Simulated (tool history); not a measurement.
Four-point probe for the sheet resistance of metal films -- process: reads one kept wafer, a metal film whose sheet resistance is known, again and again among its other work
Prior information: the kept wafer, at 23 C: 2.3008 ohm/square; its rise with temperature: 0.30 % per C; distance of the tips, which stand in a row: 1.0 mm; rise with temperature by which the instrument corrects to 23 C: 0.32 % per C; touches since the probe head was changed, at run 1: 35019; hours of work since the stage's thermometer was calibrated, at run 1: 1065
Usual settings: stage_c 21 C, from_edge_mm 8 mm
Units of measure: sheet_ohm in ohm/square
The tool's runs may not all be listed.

run	day	stage_c	from_edge_mm	touches since the probe head was changed	hours of work since the stage's thermometer was calibrated	sheet_ohm
1	0.000	21	8	35019	1065	2.321595
2	1.142	21	12	36238	1085	2.310748
3	1.917	21	12	37064	1098	2.310964
4	2.750	21	12	37949	1113	2.310602
5	3.912	21	12	39187	1133	2.310551
6	4.438	21	12	39745	1142	2.310090
7	5.129	21	12	40486	1154	2.309104
8	6.083	21	25	41503	1171	2.303762
9	6.854	21	25	42321	1184	2.303074
10	7.992	26	3	43535	1204	2.427475
11	8.579	26	3	44160	1215	2.427522
12	9.525	26	3	45167	1231	2.426756
13	10.512	26	3	46220	1248	2.426529

Measured result minus the same run's result without the hidden state. Both carry the same run-to-run variation, though not necessarily the same gauge scatter:
Unlogged tool condition in this case: inner tips' distance over the nominal, %; tips' flats over new ones', %; wafer's true temperature over the reading, C; drift of the gauge itself on sheet_ohm, %.
run	sheet_ohm
1	+0.000285
2	+0.000066
3	-0.000109
4	-0.000250
5	-0.000461
6	-0.000561
7	-0.000674
8	-0.000879
9	-0.001018
10	-0.001321
11	-0.001442
12	-0.001620
13	-0.001821

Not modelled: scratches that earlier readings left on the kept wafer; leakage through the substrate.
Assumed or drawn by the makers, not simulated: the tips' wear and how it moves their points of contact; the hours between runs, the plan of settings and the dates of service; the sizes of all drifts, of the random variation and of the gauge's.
